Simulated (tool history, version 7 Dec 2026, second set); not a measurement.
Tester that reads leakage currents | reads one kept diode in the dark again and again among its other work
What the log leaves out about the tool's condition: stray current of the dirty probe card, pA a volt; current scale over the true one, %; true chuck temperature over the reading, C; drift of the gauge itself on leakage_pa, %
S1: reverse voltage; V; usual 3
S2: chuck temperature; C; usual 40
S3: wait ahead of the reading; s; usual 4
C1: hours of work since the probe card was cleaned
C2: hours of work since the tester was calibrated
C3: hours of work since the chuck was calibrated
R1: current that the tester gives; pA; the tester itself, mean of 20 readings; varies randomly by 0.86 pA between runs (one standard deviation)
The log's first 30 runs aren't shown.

run,day,S1,S2,S3,C1,C2,C3,R1
31,47.246,3,41,7.52,2136,398,1026,332.37
32,48.279,1.62,36,4.51,2153,415,1043,181.41
33,49.454,3,40,5.13,2172,434,1063,308
34,50.662,2.13,40,1.12,2192,454,1082,276.79
35,51.846,2.13,40,1.12,2211,473,1102,275.88
36,54.042,2.13,40,1.12,2247,509,1138,276.58
37,55.858,2.13,40,5.98,2277,539,1167,277.18
38,57.442,2.13,40,5.98,2302,565,1193,276.62
39,59.004,13.54,40,4,2328,590,1219,495.03
40,60.617,13.54,40,4,2354,617,1245,495.68

Branching from run 40: 3 alternative next runs. What would each branch give?
A,62.321,13.54,24,0.55,2382,645,1273,?
B,62.321,1.13,40,3.41,2382,645,1273,?
C,62.321,13.54,34,4,2382,645,1273,?

run,R1
A,131.25
B,228.65
C,303.29
Without the tool's hidden state the same runs would have given:
run,R1
A,117.67
B,210.85
C,276.36

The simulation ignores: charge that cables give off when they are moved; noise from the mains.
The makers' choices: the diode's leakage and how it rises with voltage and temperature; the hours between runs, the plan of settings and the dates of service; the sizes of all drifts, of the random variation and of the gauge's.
